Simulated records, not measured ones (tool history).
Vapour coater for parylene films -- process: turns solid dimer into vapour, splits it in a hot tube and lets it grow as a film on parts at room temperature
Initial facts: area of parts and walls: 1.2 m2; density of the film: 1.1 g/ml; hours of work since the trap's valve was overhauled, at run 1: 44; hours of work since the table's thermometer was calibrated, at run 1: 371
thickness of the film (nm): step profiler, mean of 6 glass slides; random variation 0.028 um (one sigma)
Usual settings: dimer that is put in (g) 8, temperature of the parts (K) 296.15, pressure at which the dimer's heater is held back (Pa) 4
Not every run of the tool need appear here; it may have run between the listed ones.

| run | day | dimer that is put in (g) | temperature of the parts (K) | pressure at which the dimer's heater is held back (Pa) | hours of work since the trap's valve was overhauled | hours of work since the table's thermometer was calibrated | thickness of the film (nm) |
|---|---|---|---|---|---|---|---|
| 1 | 0 | 8 | 296.15 | 4 | 44 | 371 | 5010 |
| 2 | 0.483 | 8 | 296.15 | 4 | 54 | 381 | 5000 |
| 3 | 1.033 | 8 | 296.15 | 4 | 66 | 393 | 5040 |
| 4 | 1.529 | 8 | 296.15 | 4 | 76 | 403 | 5020 |
| 5 | 1.842 | 8 | 292.15 | 4 | 83 | 409 | 5430 |
| 6 | 2.3 | 8 | 306.15 | 4 | 92 | 419 | 4120 |
| 7 | 2.862 | 8 | 296.15 | 4 | 104 | 431 | 5070 |
| 8 | 3.429 | 8 | 296.15 | 4 | 116 | 442 | 5030 |
| 9 | 4.058 | 8 | 296.15 | 4 | 129 | 456 | 5060 |
| 10 | 4.658 | 8 | 296.15 | 4 | 141 | 468 | 5050 |
| 11 | 4.917 | 3 | 296.15 | 4 | 147 | 473 | 1900 |
| 12 | 5.462 | 9 | 296.15 | 4 | 158 | 485 | 5640 |
| 13 | 5.75 | 9 | 296.15 | 4 | 164 | 491 | 5640 |
| 14 | 6.271 | 9 | 296.15 | 4 | 175 | 502 | 5720 |
| 15 | 6.65 | 11 | 295.15 | 4 | 183 | 510 | 7160 |
| 16 | 6.921 | 7 | 294.15 | 9.58 | 188 | 515 | 3990 |
| 17 | 7.221 | 14 | 296.15 | 8.48 | 195 | 522 | 7790 |
| 18 | 7.704 | 8 | 296.15 | 3.34 | 205 | 532 | 5230 |
| 19 | 8.079 | 8 | 296.15 | 3.34 | 213 | 539 | 5190 |
| 20 | 8.633 | 8 | 290.15 | 3.34 | 224 | 551 | 5910 |
| 21 | 9.175 | 8 | 299.15 | 3.34 | 235 | 562 | 4940 |
| 22 | 9.55 | 8 | 296.15 | 2.95 | 243 | 570 | 5430 |
| 23 | 9.862 | 12 | 296.15 | 4 | 250 | 577 | 7610 |
| 24 | 10.192 | 12 | 296.15 | 4 | 257 | 583 | 7690 |
| 25 | 10.504 | 5 | 293.15 | 5.39 | 263 | 590 | 3210 |
| 26 | 10.879 | 8 | 299.15 | 11.63 | 271 | 598 | 4000 |
| 27 | 11.242 | 5 | 300.15 | 3.63 | 278 | 605 | 3030 |
| 28 | 11.867 | 5 | 300.15 | 3.63 | 292 | 618 | 2970 |

Alternative continuations, all from the tool just after run 28; predict every row:
| A | 12.129 | 6 | 289.15 | 3.35 | 297 | 624 | ? |
| B | 12.129 | 7 | 288.15 | 2.87 | 297 | 624 | ? |
| C | 12.129 | 8 | 302.15 | 4 | 297 | 624 | ? |

| run | thickness of the film (nm) |
|---|---|
| A | 4520 |
| B | 5320 |
| C | 4510 |
Stripped of hidden state, with their random variation kept, the same runs would have yielded:
| run | thickness of the film (nm) |
|---|---|
| A | 4420 |
| B | 5200 |
| C | 4410 |

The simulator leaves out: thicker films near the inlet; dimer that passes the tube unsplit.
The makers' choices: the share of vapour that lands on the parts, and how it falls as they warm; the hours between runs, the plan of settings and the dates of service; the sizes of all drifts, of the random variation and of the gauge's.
